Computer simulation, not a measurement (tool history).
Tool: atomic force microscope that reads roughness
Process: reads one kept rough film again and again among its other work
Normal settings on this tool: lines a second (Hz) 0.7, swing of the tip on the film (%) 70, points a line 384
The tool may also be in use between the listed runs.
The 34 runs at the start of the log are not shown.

run	hour	lines a second (Hz)	swing of the tip on the film (%)	points a line	roughness of the kept film (nm (root mean square))
# hour 445.5: height scale calibrated on a step standard, once more
35	447.1	3.683	70	340	1.112
# hour 453.6: new tip fitted
36	456.2	1.022	86	275	1.455
37	471.9	2.007	69	427	1.436
38	485.5	0.7	70	284	1.425
39	493.7	1.707	75	959	1.29
40	502.6	0.7	70	420	1.358
# hour 510.5: new tip fitted
41	511.6	3.496	71	285	1.368
42	521.7	3.496	71	285	1.278
43	530.1	3.496	71	285	1.255

What will run 44 give?
44	540.8	3.496	59	719	?

roughness of the kept film (nm (root mean square)): 1.38
Were there no unlogged condition in the tool, this run, its random variation unchanged, would have produced roughness of the kept film (nm (root mean square)) 1.582.
